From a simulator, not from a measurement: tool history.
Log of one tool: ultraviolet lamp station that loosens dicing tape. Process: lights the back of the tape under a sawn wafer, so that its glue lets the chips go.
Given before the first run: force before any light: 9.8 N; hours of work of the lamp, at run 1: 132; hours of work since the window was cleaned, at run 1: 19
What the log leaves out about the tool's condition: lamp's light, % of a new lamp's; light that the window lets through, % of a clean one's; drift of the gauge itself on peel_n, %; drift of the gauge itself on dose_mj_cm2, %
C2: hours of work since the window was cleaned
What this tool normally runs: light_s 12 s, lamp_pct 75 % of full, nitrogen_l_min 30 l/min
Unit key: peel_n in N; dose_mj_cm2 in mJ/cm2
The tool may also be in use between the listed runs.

{"run": 1, "hour": 0.0, "light_s": 12, "lamp_pct": 75, "nitrogen_l_min": 30, "hours of work of the lamp": 132, "C2": 19, "peel_n": 1.131, "dose_mj_cm2": 292}
{"run": 2, "hour": 22.9, "light_s": 12, "lamp_pct": 75, "nitrogen_l_min": 30, "hours of work of the lamp": 142, "C2": 28, "peel_n": 1.156, "dose_mj_cm2": 289}
{"run": 3, "hour": 47.1, "light_s": 12, "lamp_pct": 75, "nitrogen_l_min": 30, "hours of work of the lamp": 152, "C2": 39, "peel_n": 1.146, "dose_mj_cm2": 287}
{"run": 4, "hour": 69.3, "light_s": 12, "lamp_pct": 75, "nitrogen_l_min": 30, "hours of work of the lamp": 162, "C2": 48, "peel_n": 1.148, "dose_mj_cm2": 284}
{"run": 5, "hour": 80.4, "light_s": 12, "lamp_pct": 75, "nitrogen_l_min": 30, "hours of work of the lamp": 167, "C2": 53, "peel_n": 1.127, "dose_mj_cm2": 288}
{"run": 6, "hour": 93.1, "light_s": 12, "lamp_pct": 75, "nitrogen_l_min": 41, "hours of work of the lamp": 172, "C2": 59, "peel_n": 1.057, "dose_mj_cm2": 284}
{"run": 7, "hour": 111.0, "light_s": 12, "lamp_pct": 75, "nitrogen_l_min": 30, "hours of work of the lamp": 180, "C2": 66, "peel_n": 1.151, "dose_mj_cm2": 285}
{"run": 8, "hour": 130.2, "light_s": 7, "lamp_pct": 91, "nitrogen_l_min": 46, "hours of work of the lamp": 188, "C2": 75, "peel_n": 1.852, "dose_mj_cm2": 203}
{"hour": 133.0, "done": "window cleaned of glue's vapour"}
{"run": 9, "hour": 156.1, "light_s": 7, "lamp_pct": 92, "nitrogen_l_min": 9, "hours of work of the lamp": 199, "C2": 10, "peel_n": 2.923, "dose_mj_cm2": 208}
{"run": 10, "hour": 180.8, "light_s": 7, "lamp_pct": 92, "nitrogen_l_min": 9, "hours of work of the lamp": 210, "C2": 20, "peel_n": 2.971, "dose_mj_cm2": 202}
{"run": 11, "hour": 200.5, "light_s": 7, "lamp_pct": 92, "nitrogen_l_min": 9, "hours of work of the lamp": 218, "C2": 29, "peel_n": 3.056, "dose_mj_cm2": 201}
{"run": 12, "hour": 216.4, "light_s": 7, "lamp_pct": 92, "nitrogen_l_min": 9, "hours of work of the lamp": 225, "C2": 36, "peel_n": 2.873, "dose_mj_cm2": 205}
{"hour": 232.6, "done": "window cleaned of glue's vapour, once more"}
{"run": 13, "hour": 237.7, "light_s": 7, "lamp_pct": 92, "nitrogen_l_min": 9, "hours of work of the lamp": 234, "C2": 2, "peel_n": 2.926, "dose_mj_cm2": 201}

How the hidden state differs across the entries between the runs, from the last listed run before each to the first after it:
Runs 8 to 9: window cleaned of glue's vapour (hour 133)
  lamp's light, % of a new lamp's: 96 -> 95.7; light that the window lets through, % of a clean one's: 99.3 -> 99.1
  measured less the result without the state, peel_n: +0.135 -> +0.182 N; dose_mj_cm2: -10 -> -11 mJ/cm2
Runs 12 to 13: window cleaned of glue's vapour, once more (hour 232.6)
  lamp's light, % of a new lamp's: 95.2 -> 95; light that the window lets through, % of a clean one's: 98.9 -> 99.2
  measured less the result without the state, peel_n: +0.204 -> +0.205 N; dose_mj_cm2: -12 -> -12 mJ/cm2
